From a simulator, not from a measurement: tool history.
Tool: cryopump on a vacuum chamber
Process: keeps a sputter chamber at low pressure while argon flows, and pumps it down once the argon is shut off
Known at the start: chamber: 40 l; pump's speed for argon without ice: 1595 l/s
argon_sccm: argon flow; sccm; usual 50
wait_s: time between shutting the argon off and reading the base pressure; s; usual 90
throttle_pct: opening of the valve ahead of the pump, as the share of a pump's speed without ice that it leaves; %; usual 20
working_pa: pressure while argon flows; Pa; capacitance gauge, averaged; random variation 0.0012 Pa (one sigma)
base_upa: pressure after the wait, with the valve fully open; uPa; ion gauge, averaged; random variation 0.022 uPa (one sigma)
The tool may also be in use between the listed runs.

run,hour,argon_sccm,wait_s,throttle_pct,working_pa,base_upa
1,0,50,90,20,0.2689,1.04
2,83.1,50,90,49,0.113,1.07
3,164.8,50,90,49,0.1152,1.06
4,221.4,50,90,45,0.1263,1.17
5,263,50,90,20,0.2725,1.14
6,352.5,50,90,20,0.2742,1.21
7,399.3,50,90,23,0.2412,1.27
8,469.9,50,90,20,0.273,1.3
9,547.7,50,90,20,0.2745,1.34
10,628.2,50,90,20,0.2768,1.38
11,684.9,50,90,20,0.2771,1.38
12,778.7,29,163,56,0.0623,1.25
# hour 827: pump warmed up, emptied and cooled again
13,851.6,29,163,56,0.0557,1.12
14,907.9,29,163,56,0.056,1.11
15,981.8,29,163,44,0.0711,1.14
16,1050.7,29,163,44,0.073,1.22
17,1149.8,50,77,20,0.2687,1.51
18,1218.4,50,45,20,0.2717,1.98
19,1318,85,252,56,0.1718,1.28
20,1362,42,90,53,0.0892,1.59
21,1442.1,24,90,23,0.1122,1.62
22,1521.6,24,90,23,0.1144,1.7

Forecast each of these 3 alternatives for the next run:
A,1597,21,47,20,?,?
B,1597,24,90,32,?,?
C,1597,26,203,48,?,?

run,working_pa,base_upa
A,0.115,2.14
B,0.0833,1.72
C,0.0618,1.53
Without the tool's hidden state the same runs would have given:
run,working_pa,base_upa
A,0.1114,1.03
B,0.0792,0.62
C,0.0574,0.4
